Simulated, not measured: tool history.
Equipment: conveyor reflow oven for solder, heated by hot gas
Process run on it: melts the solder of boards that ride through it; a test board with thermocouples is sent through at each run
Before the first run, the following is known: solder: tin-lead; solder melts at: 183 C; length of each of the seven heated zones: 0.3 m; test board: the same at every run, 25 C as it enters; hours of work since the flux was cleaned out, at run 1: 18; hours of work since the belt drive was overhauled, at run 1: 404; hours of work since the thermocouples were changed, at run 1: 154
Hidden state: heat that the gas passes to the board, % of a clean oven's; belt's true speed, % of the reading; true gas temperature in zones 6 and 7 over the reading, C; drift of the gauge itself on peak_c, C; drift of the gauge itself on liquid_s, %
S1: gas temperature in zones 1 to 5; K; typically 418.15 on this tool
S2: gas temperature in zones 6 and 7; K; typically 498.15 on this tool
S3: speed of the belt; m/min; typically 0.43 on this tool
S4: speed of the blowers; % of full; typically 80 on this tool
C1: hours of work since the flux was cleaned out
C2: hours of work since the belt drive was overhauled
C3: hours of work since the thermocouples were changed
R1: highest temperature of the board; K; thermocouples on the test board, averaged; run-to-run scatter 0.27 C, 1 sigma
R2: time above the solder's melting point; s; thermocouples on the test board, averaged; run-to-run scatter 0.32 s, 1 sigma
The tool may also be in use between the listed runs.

run   hour      S1      S2     S3  S4   C1   C2   C3      R1    R2
  1      0  418.15  498.15   0.43  80   18  404  154  487.15  64.7
  2   10.6  418.15  498.15  0.441  80   26  411  161  486.55  62.5
  3   27.3  418.15  498.15  0.441  80   37  423  173  486.55  61.7
  4   41.6  431.15  498.15   0.43  80   47  433  183  488.75  71.6
  5   49.5  431.15  498.15   0.43  80   53  438  189  488.45  71.9
  6   60.5  431.15  498.15   0.43  80   61  446  196  489.25  72.2
  7   69.4  431.15  498.15   0.43  80   67  452  202  488.85    72
  8   77.9  431.15  498.15   0.43  80   73  458  208  488.95  72.3
  9   93.6  431.15  498.15   0.43  80   84  469  219  488.65    72
 10  102.4  418.15  498.15  0.453  80   90  475  225  485.65  58.8
 11  116.1  418.15  498.15  0.453  80   99  485  235  485.85  59.4
 12  130.8  418.15  498.15  0.453  80  109  495  245  485.25  58.9
 13  146.7  418.15  498.15  0.453  80  120  506  256  485.85  59.1
 14  154.8  418.15  498.15   0.43  70  126  511  262  485.05  61.6
 15  162.5  428.15  490.15   0.43  77  131  517  267  481.05  63.4
 16  173.4  428.15  490.15   0.43  77  139  524  275  481.15  63.5
 17  184.5  418.15  496.15   0.43  53  147  532  282  479.25  53.9
 18  199.5  418.15  498.15  0.426  80  157  543  293  487.25  64.4
 19  208.2  418.15  498.15  0.426  80  163  549  299  487.05  64.2
 20  218.7  418.15  498.15  0.426  80  170  556  306  486.75  64.2
 21    236  433.15  512.15  0.508  80  183  568  318  497.05  65.2
 22  244.8  433.15  512.15  0.508  80  189  574  324  496.85  65.7
 23  257.5  418.15  498.15  0.435  80  197  583  333  486.35  61.7
 24  266.1  418.15  498.15  0.435  80  203  589  339  486.25  62.5
 25  282.6  418.15  506.15  0.495  80  215  600  351  489.75  56.2
 26  293.5  424.15  506.15  0.385  80  222  608  358  497.35  83.1

Below, some changes in R1 between adjacent runs. For each, the amount present without the hidden state too (settings, incoming material, random variation) and the amount remaining for the hidden state with gauge scatter not shared by both compared results:
Run 20 -> 21: S1 418.15 -> 433.15, S2 498.15 -> 512.15, S3 0.426 -> 0.508. R1 +10.3 K: hidden state -0.3, all else +10.6.
Run 22 -> 23: S1 433.15 -> 418.15, S2 512.15 -> 498.15, S3 0.508 -> 0.435. R1 -10.5 K: hidden state +0.2, all else -10.7.
Run 24 -> 25: S2 498.15 -> 506.15, S3 0.435 -> 0.495. R1 +3.5 K: hidden state -0.4, all else +3.9.
Run 25 -> 26: S1 418.15 -> 424.15, S3 0.495 -> 0.385. R1 +7.6 K: hidden state +0.6, all else +7.
